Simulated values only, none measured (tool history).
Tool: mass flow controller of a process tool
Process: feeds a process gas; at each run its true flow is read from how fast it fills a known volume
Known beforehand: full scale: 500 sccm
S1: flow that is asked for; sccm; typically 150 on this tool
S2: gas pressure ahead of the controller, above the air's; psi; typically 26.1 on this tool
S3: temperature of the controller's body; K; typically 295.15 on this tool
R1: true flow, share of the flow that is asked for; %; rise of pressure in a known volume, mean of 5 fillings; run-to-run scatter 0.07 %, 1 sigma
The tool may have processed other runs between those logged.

| run | hour | S1 | S2 | S3 | R1 |
|---|---|---|---|---|---|
| 1 | 0.0 | 150 | 26.1 | 295.15 | 97.05 |
| 2 | 334.6 | 150 | 26.1 | 295.15 | 96.75 |
| 3 | 747.9 | 150 | 26.1 | 295.15 | 96.53 |
| 4 | 1155.1 | 150 | 26.1 | 295.15 | 96.48 |
| 5 | 1364.2 | 150 | 20.6 | 295.15 | 96.44 |
| 6 | 1679.2 | 150 | 20.6 | 295.15 | 96.26 |
| 7 | 1977.5 | 150 | 20.6 | 295.15 | 96.24 |
| 8 | 2224.8 | 150 | 26.1 | 295.15 | 95.91 |
| 9 | 2409.7 | 150 | 26.1 | 295.15 | 95.80 |
| 10 | 2649.4 | 150 | 26.1 | 297.15 | 95.58 |
| 11 | 2900.2 | 150 | 26.1 | 297.15 | 95.66 |
| 12 | 3107.6 | 150 | 26.1 | 297.15 | 95.33 |
| 13 | 3314.2 | 336 | 26.1 | 295.15 | 97.05 |
| 14 | 3599.9 | 336 | 26.1 | 295.15 | 97.00 |
| 15 | 3919.9 | 336 | 26.1 | 295.15 | 96.93 |
| 16 | 4097.9 | 336 | 26.1 | 295.15 | 96.83 |
| 17 | 4429.7 | 150 | 26.1 | 295.15 | 94.73 |
| 18 | 4632.8 | 105 | 26.1 | 295.15 | 93.50 |
| 19 | 5047.0 | 150 | 26.1 | 293.15 | 94.56 |
| 20 | 5327.0 | 136 | 32.6 | 311.15 | 93.41 |
|  | 5356.2 | controller's zero set anew |
| 21 | 5520.6 | 136 | 32.6 | 311.15 | 92.11 |
| 22 | 5744.6 | 136 | 32.6 | 293.15 | 92.55 |
| 23 | 6044.2 | 136 | 32.6 | 293.15 | 92.39 |
| 24 | 6386.7 | 235 | 27.1 | 305.15 | 94.12 |
|  | 6514.2 | controller's zero set anew, once more |
| 25 | 6600.1 | 235 | 27.1 | 305.15 | 96.33 |
| 26 | 6957.0 | 235 | 27.1 | 305.15 | 96.17 |
| 27 | 7136.6 | 235 | 27.1 | 305.15 | 96.13 |
| 28 | 7539.2 | 150 | 24.4 | 301.15 | 95.69 |
| 29 | 7897.2 | 210 | 37.7 | 300.15 | 95.56 |
| 30 | 8219.9 | 357 | 26.1 | 295.15 | 96.59 |
| 31 | 8448.2 | 357 | 26.1 | 295.15 | 96.62 |
| 32 | 8758.3 | 357 | 26.1 | 295.15 | 96.47 |
| 33 | 8949.2 | 357 | 26.1 | 295.15 | 96.38 |

5 options for the next run, each taken on its own from the tool as it stands now. Forecast them:
| A | 9177.9 | 78 | 24.2 | 304.15 | ? |
| B | 9177.9 | 101 | 29.2 | 309.15 | ? |
| C | 9177.9 | 150 | 21.5 | 309.15 | ? |
| D | 9177.9 | 157 | 29.4 | 295.15 | ? |
| E | 9177.9 | 425 | 26.1 | 295.15 | ? |

| run | R1 |
|---|---|
| A | 93.92 |
| B | 94.03 |
| C | 94.76 |
| D | 95.12 |
| E | 96.65 |
What these runs would have given with no unlogged condition in the tool:
| run | R1 |
|---|---|
| A | 98.47 |
| B | 98.25 |
| C | 98.61 |
| D | 98.94 |
| E | 100.01 |
